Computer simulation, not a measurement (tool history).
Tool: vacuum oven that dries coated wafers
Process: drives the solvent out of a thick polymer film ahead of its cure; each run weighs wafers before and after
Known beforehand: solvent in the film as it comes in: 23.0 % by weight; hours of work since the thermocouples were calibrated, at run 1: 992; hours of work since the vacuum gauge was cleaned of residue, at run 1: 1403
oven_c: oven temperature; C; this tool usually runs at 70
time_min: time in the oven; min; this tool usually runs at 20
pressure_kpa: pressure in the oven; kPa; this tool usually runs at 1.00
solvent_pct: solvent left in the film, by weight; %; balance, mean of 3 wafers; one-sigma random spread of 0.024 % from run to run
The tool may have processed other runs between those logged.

| run | hour | oven_c | time_min | pressure_kpa | hours of work since the thermocouples were calibrated | hours of work since the vacuum gauge was cleaned of residue | solvent_pct |
|---|---|---|---|---|---|---|---|
| 1 | 0.0 | 70 | 20 | 1.00 | 992 | 1403 | 1.25 |
| 2 | 49.8 | 70 | 20 | 1.94 | 1024 | 1436 | 1.49 |
| 3 | 110.7 | 70 | 20 | 1.94 | 1064 | 1476 | 1.52 |
| 4 | 207.3 | 70 | 20 | 1.08 | 1127 | 1539 | 1.24 |
|  | 217.3 | vacuum gauge cleaned of residue and calibrated |
| 5 | 319.9 | 72 | 20 | 1.08 | 1200 | 67 | 1.02 |
|  | 332.2 | oven's thermocouples calibrated |
| 6 | 397.8 | 75 | 20 | 0.75 | 43 | 117 | 0.91 |
| 7 | 453.4 | 75 | 20 | 0.75 | 79 | 153 | 0.89 |
|  | 463.0 | vacuum gauge cleaned of residue and calibrated, once more |
| 8 | 543.6 | 75 | 20 | 0.75 | 137 | 53 | 0.60 |
| 9 | 634.6 | 64 | 34 | 2.67 | 197 | 112 | 1.70 |
| 10 | 741.6 | 64 | 34 | 2.67 | 267 | 182 | 1.69 |

How would selected steps in solvent_pct from run to run divide? Give the signed amount a tool lacking its hidden state would still show from settings, what came in and random variation, and the signed amount left for the hidden state, including any gauge scatter that is not in both of the compared results.
The tool's hidden condition here consists of: true wafer temperature over the reading, C; true pressure over the reading, kPa; drift of the gauge itself on solvent_pct, %.
Run 5 -> 6: oven_c 72 -> 75, pressure_kpa 1.08 -> 0.75, oven's thermocouples calibrated. solvent_pct -0.11 %: hidden state +0.31, all else -0.42.
Run 8 -> 9: oven_c 75 -> 64, time_min 20 -> 34, pressure_kpa 0.75 -> 2.67. solvent_pct +1.10 %: hidden state -0.02, all else +1.12.
